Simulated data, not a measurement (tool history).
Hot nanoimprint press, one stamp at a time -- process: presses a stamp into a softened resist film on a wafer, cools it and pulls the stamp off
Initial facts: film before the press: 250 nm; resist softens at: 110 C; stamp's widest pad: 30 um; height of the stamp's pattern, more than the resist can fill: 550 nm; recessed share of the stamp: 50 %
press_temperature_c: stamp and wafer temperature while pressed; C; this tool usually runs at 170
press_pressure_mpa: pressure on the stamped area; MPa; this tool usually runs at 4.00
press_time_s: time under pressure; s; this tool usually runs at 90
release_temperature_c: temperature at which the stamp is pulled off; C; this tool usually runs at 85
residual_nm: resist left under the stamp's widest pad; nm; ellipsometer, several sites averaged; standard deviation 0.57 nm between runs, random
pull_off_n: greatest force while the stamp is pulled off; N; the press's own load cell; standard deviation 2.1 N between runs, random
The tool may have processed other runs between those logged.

| run | hour | press_temperature_c | press_pressure_mpa | press_time_s | release_temperature_c | residual_nm | pull_off_n |
|---|---|---|---|---|---|---|---|
| 1 | 0.0 | 170 | 4.00 | 90 | 85 | 90.4 | 149 |
| 2 | 13.9 | 164 | 4.00 | 90 | 85 | 117.8 | 147 |
| 3 | 26.9 | 170 | 4.00 | 90 | 85 | 90.1 | 153 |
| 4 | 42.1 | 175 | 4.00 | 90 | 85 | 72.8 | 149 |
| 5 | 49.7 | 175 | 4.00 | 90 | 85 | 71.5 | 149 |
| 6 | 57.9 | 175 | 4.00 | 90 | 85 | 72.1 | 150 |
| 7 | 71.9 | 175 | 4.00 | 90 | 85 | 71.8 | 151 |
| 8 | 85.3 | 170 | 4.00 | 90 | 85 | 88.7 | 152 |
| 9 | 101.7 | 170 | 4.00 | 90 | 85 | 89.2 | 152 |
| 10 | 117.3 | 170 | 4.00 | 90 | 85 | 88.3 | 155 |
| 11 | 132.0 | 170 | 4.00 | 90 | 85 | 90.0 | 154 |
| 12 | 140.7 | 170 | 4.00 | 90 | 85 | 88.3 | 155 |
| 13 | 149.2 | 170 | 4.00 | 90 | 85 | 88.9 | 153 |
| 14 | 165.4 | 168 | 4.00 | 90 | 85 | 98.4 | 154 |
| 15 | 174.5 | 168 | 4.00 | 90 | 85 | 98.6 | 156 |
| 16 | 182.5 | 170 | 4.89 | 77 | 85 | 85.2 | 154 |
| 17 | 197.6 | 170 | 4.89 | 77 | 85 | 84.6 | 160 |
| 18 | 204.3 | 170 | 4.89 | 77 | 85 | 83.9 | 152 |
| 19 | 215.3 | 182 | 4.00 | 90 | 84 | 54.1 | 160 |
| 20 | 227.3 | 182 | 4.00 | 90 | 84 | 54.3 | 158 |
| 21 | 237.5 | 182 | 4.00 | 90 | 84 | 53.5 | 157 |
| 22 | 244.8 | 182 | 4.00 | 90 | 84 | 53.5 | 157 |
| 23 | 252.9 | 174 | 4.00 | 90 | 84 | 74.5 | 156 |
| 24 | 266.8 | 174 | 4.00 | 90 | 84 | 75.2 | 159 |
| 25 | 276.1 | 175 | 4.00 | 90 | 84 | 71.4 | 162 |
| 26 | 286.6 | 168 | 4.01 | 90 | 74 | 97.7 | 176 |
| 27 | 302.0 | 179 | 2.90 | 135 | 90 | 63.5 | 155 |
| 28 | 315.0 | 162 | 5.23 | 84 | 87 | 114.9 | 161 |
| 29 | 325.6 | 162 | 5.23 | 84 | 87 | 113.8 | 159 |
| 30 | 333.4 | 167 | 5.23 | 53 | 87 | 105.9 | 158 |

Not shown: 2 entries that the log had between the listed runs. Between which runs, and how does the tool's hidden state differ before and after?
Logged between run 8 and run 9: plate thermocouple calibrated (hour 89.4)
  true temperature over the reading, C: 0.36 -> 0.44; pressure that arrives at the usual setting, %: 98.86 -> 98.83; grip of the stamp's worn release coat, % over a new coat's: 6.6 -> 6.9
  difference, measured minus the result without the unlogged condition, residual_nm: -0.9 -> -1.2 nm; pull_off_n: +9 -> +9 N
Logged between run 13 and run 14: plate thermocouple calibrated, once more (hour 161.1)
  true temperature over the reading, C: 0.51 -> 0.24; pressure that arrives at the usual setting, %: 98.72 -> 98.68; grip of the stamp's worn release coat, % over a new coat's: 8 -> 8.4
  difference, measured minus the result without the unlogged condition, residual_nm: -1.5 -> -0.4 nm; pull_off_n: +11 -> +11 N

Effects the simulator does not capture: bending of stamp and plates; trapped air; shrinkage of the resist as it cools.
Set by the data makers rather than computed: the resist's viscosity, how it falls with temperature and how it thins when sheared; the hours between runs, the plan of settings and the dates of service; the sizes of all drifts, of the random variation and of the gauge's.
